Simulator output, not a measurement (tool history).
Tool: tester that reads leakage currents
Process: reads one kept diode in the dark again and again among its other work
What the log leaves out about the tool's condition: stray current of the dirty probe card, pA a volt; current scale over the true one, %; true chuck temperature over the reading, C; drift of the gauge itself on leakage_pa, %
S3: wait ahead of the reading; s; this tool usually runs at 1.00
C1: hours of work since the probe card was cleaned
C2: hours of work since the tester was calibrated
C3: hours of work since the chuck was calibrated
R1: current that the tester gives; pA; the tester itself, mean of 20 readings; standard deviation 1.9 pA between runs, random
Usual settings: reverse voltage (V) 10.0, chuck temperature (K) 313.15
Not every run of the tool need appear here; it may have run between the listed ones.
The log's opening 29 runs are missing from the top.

run 30 hour=691.2 | reverse_voltage_(V)=1.7 chuck_temperature_(K)=315.15 S3=1.00 | C1=1569 C2=1216 C3=428 | R1=277.25
run 31 hour=723.7 | reverse_voltage_(V)=1.2 chuck_temperature_(K)=308.15 S3=3.05 | C1=1588 C2=1236 C3=447 | R1=134.35
run 32 hour=738.5 | reverse_voltage_(V)=1.2 chuck_temperature_(K)=308.15 S3=3.05 | C1=1597 C2=1245 C3=456 | R1=134.49
run 33 hour=765.5 | reverse_voltage_(V)=6.7 chuck_temperature_(K)=295.15 S3=6.61 | C1=1613 C2=1261 C3=473 | R1=131.28
run 34 hour=787.1 | reverse_voltage_(V)=10.0 chuck_temperature_(K)=331.15 S3=7.64 | C1=1626 C2=1274 C3=486 | R1=2314.26
run 35 hour=808.5 | reverse_voltage_(V)=10.0 chuck_temperature_(K)=331.15 S3=7.64 | C1=1639 C2=1287 C3=499 | R1=2313.32
run 36 hour=833.5 | reverse_voltage_(V)=6.9 chuck_temperature_(K)=331.15 S3=0.63 | C1=1654 C2=1302 C3=514 | R1=1874.11
run 37 hour=853.5 | reverse_voltage_(V)=6.9 chuck_temperature_(K)=331.15 S3=0.63 | C1=1666 C2=1314 C3=526 | R1=1882.76
run 38 hour=868.6 | reverse_voltage_(V)=6.9 chuck_temperature_(K)=331.15 S3=0.63 | C1=1675 C2=1323 C3=535 | R1=1877.77
run 39 hour=886.5 | reverse_voltage_(V)=6.9 chuck_temperature_(K)=331.15 S3=0.63 | C1=1686 C2=1334 C3=546 | R1=1887.75

Consider 5 possible next runs. They are alternatives, not a sequence: every one starts from the tool as it was left by run 39. What does each give?
run A hour=912.4 | reverse_voltage_(V)=6.9 chuck_temperature_(K)=331.15 S3=0.53 | C1=1702 C2=1350 C3=561 | R1=?
run B hour=912.4 | reverse_voltage_(V)=5.3 chuck_temperature_(K)=301.15 S3=1.51 | C1=1702 C2=1350 C3=561 | R1=?
run C hour=912.4 | reverse_voltage_(V)=4.7 chuck_temperature_(K)=320.15 S3=0.32 | C1=1702 C2=1350 C3=561 | R1=?
run D hour=912.4 | reverse_voltage_(V)=10.0 chuck_temperature_(K)=316.15 S3=2.21 | C1=1702 C2=1350 C3=561 | R1=?
run E hour=912.4 | reverse_voltage_(V)=7.9 chuck_temperature_(K)=320.15 S3=0.42 | C1=1702 C2=1350 C3=561 | R1=?

run=A R1=1883.34
run=B R1=185.36
run=C R1=712.76
run=D R1=821.98
run=E R1=956.24
Had the tool no hidden state, the same runs would have come out as:
run=A R1=1862.81
run=B R1=178.74
run=C R1=702.45
run=D R1=805.70
run=E R1=941.03
